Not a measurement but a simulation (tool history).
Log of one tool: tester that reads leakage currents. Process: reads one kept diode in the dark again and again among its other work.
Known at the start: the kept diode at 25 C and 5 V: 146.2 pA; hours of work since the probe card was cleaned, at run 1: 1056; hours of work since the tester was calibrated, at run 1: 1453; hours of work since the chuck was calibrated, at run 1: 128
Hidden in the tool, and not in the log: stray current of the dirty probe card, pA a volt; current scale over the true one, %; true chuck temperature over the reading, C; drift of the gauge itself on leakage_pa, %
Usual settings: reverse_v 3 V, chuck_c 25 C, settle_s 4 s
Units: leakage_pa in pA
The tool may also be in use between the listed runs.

| run | hour | reverse_v | chuck_c | settle_s | hours of work since the probe card was cleaned | hours of work since the tester was calibrated | hours of work since the chuck was calibrated | leakage_pa |
|---|---|---|---|---|---|---|---|---|
| 1 | 0 | 3 | 25 | 4 | 1056 | 1453 | 128 | 118.9 |
| 2 | 26.6 | 3 | 25 | 4 | 1075 | 1472 | 147 | 119 |
| 3 | 65.3 | 3 | 25 | 4 | 1102 | 1499 | 174 | 119.47 |
| 4 | 116.9 | 3 | 25 | 4 | 1138 | 1535 | 210 | 119 |
| 5 | 138.5 | 3 | 25 | 4 | 1153 | 1550 | 225 | 118.9 |
|  | 144.9 | chuck's temperature calibrated |
| 6 | 185.1 | 3 | 25 | 4 | 1184 | 1582 | 28 | 118.58 |
| 7 | 236.8 | 3 | 25 | 4 | 1221 | 1618 | 64 | 119.02 |
| 8 | 274.2 | 3 | 25 | 4 | 1247 | 1644 | 91 | 117.82 |
| 9 | 303.7 | 3 | 25 | 4 | 1267 | 1664 | 111 | 118.7 |
| 10 | 342.8 | 1.52 | 31 | 2.82 | 1295 | 1692 | 139 | 148.52 |
|  | 383 | chuck's temperature calibrated, once more |
| 11 | 386.4 | 1.52 | 31 | 2.82 | 1324 | 1721 | 2 | 151.44 |
| 12 | 414.2 | 12.41 | 38 | 3.72 | 1343 | 1740 | 22 | 695.34 |
| 13 | 445.9 | 1.35 | 38 | 1.28 | 1366 | 1763 | 44 | 262.19 |
| 14 | 470.6 | 1.14 | 21 | 0.47 | 1383 | 1780 | 61 | 54.62 |
| 15 | 520 | 1.53 | 24 | 0.39 | 1417 | 1814 | 96 | 82.45 |
| 16 | 568.8 | 1.53 | 43 | 9.1 | 1452 | 1849 | 130 | 414.87 |

Hidden state at the last listed run before each entry between runs and at the first one after, where it differs:
Between runs 5 and 6: chuck's temperature calibrated (hour 144.9)
  stray current of the dirty probe card, pA a volt: 0.638 -> 0.655; current scale over the true one, %: 0.98 -> 1; true chuck temperature over the reading, C: -0.13 -> -0.16
  measured less the result without the state, leakage_pa: +1.63 -> +1.38 pA
Between runs 10 and 11: chuck's temperature calibrated, once more (hour 383)
  stray current of the dirty probe card, pA a volt: 0.715 -> 0.729; current scale over the true one, %: 1.08 -> 1.11; true chuck temperature over the reading, C: -0.22 -> -0.01
  measured less the result without the state, leakage_pa: -0.19 -> +2.54 pA
